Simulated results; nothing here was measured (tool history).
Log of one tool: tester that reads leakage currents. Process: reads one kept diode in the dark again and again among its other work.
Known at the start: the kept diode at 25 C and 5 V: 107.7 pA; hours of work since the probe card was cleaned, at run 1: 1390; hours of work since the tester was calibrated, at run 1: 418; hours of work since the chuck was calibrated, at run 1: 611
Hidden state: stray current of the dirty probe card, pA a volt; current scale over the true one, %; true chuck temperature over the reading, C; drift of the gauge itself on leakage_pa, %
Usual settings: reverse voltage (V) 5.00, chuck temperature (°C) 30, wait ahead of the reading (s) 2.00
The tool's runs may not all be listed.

run   hour  reverse voltage (V)  chuck temperature (°C)  wait ahead of the reading (s)  hours of work since the probe card was cleaned  hours of work since the tester was calibrated  hours of work since the chuck was calibrated  current that the tester gives (pA)
  1    0.0                 5.00                      30                           2.00                                            1390                                            418                                           611                              180.79
  2   26.9                 5.00                      30                           8.01                                            1408                                            437                                           630                              182.17
  3   53.8                 5.00                      30                           2.00                                            1427                                            455                                           648                              181.80
  4   88.0                 5.00                      30                           2.00                                            1450                                            479                                           672                              182.90
  5  109.7                 5.00                      30                           0.95                                            1465                                            494                                           687                              182.42
  6  125.2                 5.00                      30                           0.95                                            1476                                            505                                           697                              183.40
  7  154.6                 5.00                      30                           0.95                                            1496                                            525                                           718                              183.94
  8  179.8                 5.00                      30                           2.00                                            1514                                            542                                           735                              185.57
  9  199.1                 5.00                      30                           2.00                                            1527                                            555                                           748                              184.26
 10  213.4                 5.00                      30                           2.00                                            1537                                            565                                           758                              185.63
 11  235.6                 5.00                      37                           2.00                                            1552                                            580                                           773                              307.61
 12  263.4                 5.00                      37                           2.00                                            1571                                            600                                           792                              308.29
 13  290.6                 5.00                      30                           2.00                                            1590                                            618                                           811                              187.30
 14  321.2                10.73                      30                           2.00                                            1611                                            639                                           832                              244.39
     325.9  -- probe card cleaned and baked
 15  344.5                10.73                      30                           2.00                                              13                                            653                                           846                              228.20
 16  375.8                 5.00                      30                           2.00                                              34                                            675                                           868                              180.36
 17  394.4                 4.23                      30                           2.00                                              47                                            688                                           881                              171.91
 18  428.0                 5.00                      30                           2.00                                              70                                            711                                           904                              181.60
 19  454.9                 5.00                      30                           2.00                                              89                                            729                                           922                              182.68
 20  488.9                 9.63                      30                           0.98                                             112                                            753                                           945                              224.38
 21  523.5                 5.00                      22                           0.65                                             136                                            776                                           969                               98.89
 22  550.8                 9.33                      37                           1.11                                             155                                            795                                           988                              376.12
 23  574.6                 9.33                      37                           1.11                                             171                                            812                                          1004                              376.32
 24  599.6                 9.33                      37                           1.11                                             188                                            829                                          1022                              377.90
 25  630.9                 9.33                      37                           1.11                                             210                                            850                                          1043                              378.38
 26  662.5                 1.24                      39                           2.00                                             231                                            872                                          1065                              235.60
 27  681.9                14.68                      28                           0.32                                             245                                            885                                          1078                              226.93
 28  699.6                 1.28                      30                           0.61                                             257                                            897                                          1090                              122.79
 29  732.3                16.98                      37                           0.42                                             280                                            920                                          1113                              462.31
 30  756.9                16.98                      37                           0.42                                             296                                            937                                          1130                              464.69
 31  786.0                16.98                      37                           0.42                                             316                                            957                                          1150                              465.45
 32  806.0                16.98                      37                           0.42                                             330                                            971                                          1164                              467.34
 33  833.1                12.33                      48                           2.00                                             349                                            989                                          1182                              907.01
 34  856.4                12.33                      48                           2.00                                             365                                           1005                                          1198                              905.79
 35  880.2                 5.86                      35                           2.00                                             381                                           1022                                          1215                              290.29
 36  907.2                 3.48                      34                           2.24                                             400                                           1040                                          1233                              230.30
 37  935.3                 5.00                      26                           4.24                                             419                                           1060                                          1253                              141.62

Some steps in current that the tester gives (pA) between neighbouring runs. How much of each would the tool show without its hidden state too (settings, what came in, random variation), and how much is left for the hidden state, with any gauge scatter that isn't in both results?
Run 28 -> 29: reverse voltage (V) 1.28 -> 16.98, chuck temperature (°C) 30 -> 37, wait ahead of the reading (s) 0.61 -> 0.42. current that the tester gives (pA) +339.52: hidden state +49.93, all else +289.59.
Run 32 -> 33: reverse voltage (V) 16.98 -> 12.33, chuck temperature (°C) 37 -> 48, wait ahead of the reading (s) 0.42 -> 2.00. current that the tester gives (pA) +439.67: hidden state +56.13, all else +383.54.
Run 34 -> 35: reverse voltage (V) 12.33 -> 5.86, chuck temperature (°C) 48 -> 35. current that the tester gives (pA) -615.50: hidden state -83.48, all else -532.02.

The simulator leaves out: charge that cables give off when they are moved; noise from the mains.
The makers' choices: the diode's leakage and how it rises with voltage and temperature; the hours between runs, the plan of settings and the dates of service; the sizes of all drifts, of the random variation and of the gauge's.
